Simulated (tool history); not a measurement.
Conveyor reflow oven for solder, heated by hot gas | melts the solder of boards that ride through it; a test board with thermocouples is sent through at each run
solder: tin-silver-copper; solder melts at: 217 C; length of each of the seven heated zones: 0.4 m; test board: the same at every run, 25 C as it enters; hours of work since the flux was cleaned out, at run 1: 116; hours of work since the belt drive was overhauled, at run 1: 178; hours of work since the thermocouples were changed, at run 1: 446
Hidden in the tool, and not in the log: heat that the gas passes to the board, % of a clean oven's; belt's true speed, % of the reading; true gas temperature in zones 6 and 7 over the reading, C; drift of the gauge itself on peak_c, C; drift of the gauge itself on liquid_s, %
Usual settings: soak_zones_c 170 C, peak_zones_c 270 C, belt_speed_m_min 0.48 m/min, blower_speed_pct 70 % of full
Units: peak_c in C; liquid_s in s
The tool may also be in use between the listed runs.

run   hour  soak_zones_c  peak_zones_c  belt_speed_m_min  blower_speed_pct  hours of work since the flux was cleaned out  hours of work since the belt drive was overhauled  hours of work since the thermocouples were changed  peak_c  liquid_s
  1      0           170           270              0.48                70                                           116                                                178                                                 446   253.1      74.1
  2    8.9           170           270             0.422                70                                           120                                                183                                                 450   256.8      89.3
  3   19.2           170           270             0.422                70                                           126                                                188                                                 455     257      89.3
  4   32.1           170           270             0.422                70                                           132                                                195                                                 462   256.6        89
  5     44           170           270             0.422                70                                           138                                                201                                                 468   256.7      88.8
  6   56.3           170           270             0.422                70                                           145                                                207                                                 474   256.6      89.1
  7   64.1           170           283              0.48                70                                           149                                                211                                                 478   263.9      82.7
  8   76.4           170           283              0.48                70                                           155                                                217                                                 485   264.1      82.3
  9   83.5           170           283              0.48                70                                           158                                                221                                                 488   264.2      82.4
 10   96.9           170           283              0.48                70                                           165                                                228                                                 495   263.8      82.5
     104.9  -- flux residue cleaned out of gas plates and filters
 11  113.8           170           283              0.48                70                                             5                                                234                                                 501   265.3      83.8
 12  124.5           170           270             0.515                70                                            10                                                239                                                 506   251.7      67.3
 13  135.5           170           264             0.515                70                                            16                                                245                                                 512   246.5      62.4
 14  144.6           162           264             0.498                70                                            20                                                249                                                 517   246.3      61.2
 15    153           162           264             0.498                70                                            24                                                254                                                 521   245.8      61.1
 16  165.1           162           264             0.498                70                                            31                                                260                                                 527     246      60.8
 17  177.7           162           266             0.567                70                                            37                                                266                                                 533   242.9      48.9
 18  190.5           171           264              0.48                56                                            43                                                273                                                 540     244      62.3
 19  200.4           171           273             0.398                56                                            49                                                278                                                 545   257.6      94.9
 20  212.2           171           260             0.403                55                                            55                                                284                                                 551   245.2      80.1
 21  224.2           182           270              0.48                83                                            61                                                290                                                 557   258.4      85.2
 22  234.1           182           270              0.48                83                                            66                                                295                                                 562   258.4      85.3
 23  240.8           179           274             0.398                51                                            69                                                298                                                 566   257.7      98.9
 24  248.4           179           274             0.398                51                                            73                                                302                                                 569   257.5      98.7
 25  260.5           170           270             0.576                75                                            79                                                308                                                 576   248.6      56.7
 26  273.9           163           281             0.576                52                                            86                                                315                                                 582   244.4      47.4

Hidden state or all else? Some run-to-run changes of peak_c, split into what the settings, what came in and random variation would give without the hidden state, and what is left for the hidden state (with any gauge scatter that isn't in both results):
Run 10 -> 11: flux residue cleaned out of gas plates and filters. peak_c +1.5 C: hidden state +1.5, all else +0.
Run 11 -> 12: peak_zones_c 283 -> 270, belt_speed_m_min 0.48 -> 0.515. peak_c -13.6 C: hidden state +0, all else -13.6.
Run 18 -> 19: peak_zones_c 264 -> 273, belt_speed_m_min 0.48 -> 0.398. peak_c +13.6 C: hidden state +0, all else +13.6.
Run 24 -> 25: soak_zones_c 179 -> 170, peak_zones_c 274 -> 270, belt_speed_m_min 0.398 -> 0.576, blower_speed_pct 51 -> 75. peak_c -8.9 C: hidden state -0.5, all else -8.4.

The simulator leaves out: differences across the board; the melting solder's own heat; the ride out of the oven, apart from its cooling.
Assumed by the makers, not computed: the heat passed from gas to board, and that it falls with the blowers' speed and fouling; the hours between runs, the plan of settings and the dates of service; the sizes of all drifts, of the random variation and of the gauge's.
